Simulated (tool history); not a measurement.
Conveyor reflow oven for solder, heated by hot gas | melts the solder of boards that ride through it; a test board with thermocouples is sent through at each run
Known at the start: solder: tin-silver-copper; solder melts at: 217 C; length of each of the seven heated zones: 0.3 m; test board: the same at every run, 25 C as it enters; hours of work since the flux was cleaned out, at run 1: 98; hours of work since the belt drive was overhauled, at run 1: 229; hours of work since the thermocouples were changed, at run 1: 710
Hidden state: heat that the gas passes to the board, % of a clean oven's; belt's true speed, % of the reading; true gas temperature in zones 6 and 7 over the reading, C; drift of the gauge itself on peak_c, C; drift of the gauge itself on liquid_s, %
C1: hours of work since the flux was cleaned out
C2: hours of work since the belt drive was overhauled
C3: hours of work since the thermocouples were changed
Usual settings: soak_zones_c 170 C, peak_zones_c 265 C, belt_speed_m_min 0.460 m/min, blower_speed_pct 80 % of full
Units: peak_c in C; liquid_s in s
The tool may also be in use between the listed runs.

Run 1, hour 0.0: usual settings; C1 98; C2 229; C3 710. Result: peak_c 247.1 C, liquid_s 52.7 s.
Run 2, hour 11.5: usual settings; C1 107; C2 238; C3 719. Result: peak_c 246.8 C, liquid_s 52.6 s.
Run 3, hour 37.2: usual settings; C1 127; C2 259; C3 739. Result: peak_c 246.7 C, liquid_s 52.3 s.
Run 4, hour 50.1: usual settings; C1 137; C2 269; C3 749. Result: peak_c 246.3 C, liquid_s 52.3 s.
Run 5, hour 66.3: usual settings but belt_speed_m_min 0.408 m/min; C1 150; C2 282; C3 762. Result: peak_c 249.8 C, liquid_s 63.0 s.
Run 6, hour 85.1: usual settings but belt_speed_m_min 0.408 m/min; C1 165; C2 297; C3 777. Result: peak_c 250.2 C, liquid_s 62.9 s.
Run 7, hour 99.0: usual settings; C1 176; C2 308; C3 788. Result: peak_c 245.8 C, liquid_s 51.6 s.
Run 8, hour 110.4: usual settings but blower_speed_pct 89 % of full; C1 185; C2 317; C3 797. Result: peak_c 248.0 C, liquid_s 54.1 s.
Run 9, hour 130.6: usual settings but blower_speed_pct 89 % of full; C1 201; C2 333; C3 813. Result: peak_c 248.4 C, liquid_s 54.6 s.
At hour 136.8: belt drive overhauled, speed set with a stopwatch.
Run 10, hour 149.1: usual settings but blower_speed_pct 89 % of full; C1 213; C2 10; C3 825. Result: peak_c 248.3 C, liquid_s 54.2 s.
Run 11, hour 163.4: usual settings but blower_speed_pct 89 % of full; C1 224; C2 21; C3 836. Result: peak_c 248.0 C, liquid_s 54.2 s.
Run 12, hour 185.7: usual settings; C1 242; C2 39; C3 854. Result: peak_c 245.9 C, liquid_s 51.9 s.
Run 13, hour 209.2: usual settings; C1 261; C2 58; C3 873. Result: peak_c 245.8 C, liquid_s 51.4 s.
Run 14, hour 221.4: usual settings; C1 270; C2 67; C3 882. Result: peak_c 245.1 C, liquid_s 51.0 s.
Run 15, hour 235.6: usual settings; C1 282; C2 79; C3 894. Result: peak_c 245.7 C, liquid_s 51.5 s.
Run 16, hour 251.8: usual settings but soak_zones_c 183 C, peak_zones_c 257 C, blower_speed_pct 60 % of full; C1 295; C2 91; C3 907. Result: peak_c 235.2 C, liquid_s 42.5 s.
Run 17, hour 266.3: usual settings but belt_speed_m_min 0.491 m/min, blower_speed_pct 86 % of full; C1 306; C2 103; C3 918. Result: peak_c 244.8 C, liquid_s 46.9 s.
At hour 282.2: belt drive overhauled, speed set with a stopwatch, once more.
Run 18, hour 282.2: usual settings but soak_zones_c 182 C, peak_zones_c 277 C, belt_speed_m_min 0.491 m/min, blower_speed_pct 86 % of full; C1 316; C2 0; C3 928. Result: peak_c 257.3 C, liquid_s 60.1 s.
Run 19, hour 306.8: usual settings but soak_zones_c 176 C, peak_zones_c 272 C, belt_speed_m_min 0.475 m/min, blower_speed_pct 62 % of full; C1 335; C2 20; C3 947. Result: peak_c 244.5 C, liquid_s 47.7 s.
Run 20, hour 322.5: usual settings but soak_zones_c 176 C, peak_zones_c 276 C; C1 348; C2 32; C3 960. Result: peak_c 255.3 C, liquid_s 60.4 s.
Run 21, hour 347.3: usual settings but peak_zones_c 267 C, belt_speed_m_min 0.495 m/min; C1 367; C2 52; C3 979. Result: peak_c 244.2 C, liquid_s 45.2 s.
At hour 356.3: flux residue cleaned out of gas plates and filters.
Run 22, hour 377.8: usual settings but soak_zones_c 183 C, peak_zones_c 267 C, belt_speed_m_min 0.495 m/min; C1 17; C2 72; C3 1000. Result: peak_c 248.4 C, liquid_s 54.1 s.
Run 23, hour 389.1: usual settings but soak_zones_c 183 C, peak_zones_c 267 C, belt_speed_m_min 0.495 m/min; C1 26; C2 81; C3 1009. Result: peak_c 248.9 C, liquid_s 54.1 s.
Run 24, hour 410.7: usual settings but blower_speed_pct 73 % of full; C1 43; C2 98; C3 1026. Result: peak_c 244.5 C, liquid_s 49.5 s.
Run 25, hour 428.6: usual settings but peak_zones_c 263 C, belt_speed_m_min 0.516 m/min; C1 57; C2 112; C3 1040. Result: peak_c 241.0 C, liquid_s 40.7 s.
Run 26, hour 454.9: usual settings but soak_zones_c 172 C, peak_zones_c 263 C, belt_speed_m_min 0.501 m/min; C1 78; C2 133; C3 1061. Result: peak_c 242.2 C, liquid_s 44.1 s.
Run 27, hour 481.8: usual settings but soak_zones_c 172 C, peak_zones_c 263 C, belt_speed_m_min 0.501 m/min; C1 100; C2 155; C3 1082. Result: peak_c 242.5 C, liquid_s 43.5 s.
Run 28, hour 495.1: usual settings but peak_zones_c 256 C, belt_speed_m_min 0.459 m/min; C1 110; C2 165; C3 1093. Result: peak_c 238.8 C, liquid_s 45.1 s.
Run 29, hour 510.4: usual settings but peak_zones_c 256 C, belt_speed_m_min 0.459 m/min; C1 122; C2 178; C3 1105. Result: peak_c 238.8 C, liquid_s 44.6 s.
Run 30, hour 528.4: usual settings but peak_zones_c 256 C, belt_speed_m_min 0.459 m/min; C1 137; C2 192; C3 1119. Result: peak_c 238.2 C, liquid_s 44.3 s.

Forecast each of these 3 alternatives for the next run:
Run A, hour 541.0: usual settings but soak_zones_c 159 C, peak_zones_c 256 C, belt_speed_m_min 0.459 m/min; C1 147; C2 202; C3 1129. Result: peak_c ?, liquid_s ?.
Run B, hour 541.0: usual settings but peak_zones_c 269 C, blower_speed_pct 87 % of full; C1 147; C2 202; C3 1129. Result: peak_c ?, liquid_s ?.
Run C, hour 541.0: usual settings but soak_zones_c 160 C, peak_zones_c 256 C, belt_speed_m_min 0.459 m/min, blower_speed_pct 59 % of full; C1 147; C2 202; C3 1129. Result: peak_c ?, liquid_s ?.

run  peak_c  liquid_s
  A   236.3      37.9
  B   251.0      56.4
  C   228.3      25.7
Without the tool's hidden state the same runs would have given:
run  peak_c  liquid_s
  A   239.2      41.6
  B   254.0      58.7
  C   230.9      30.1
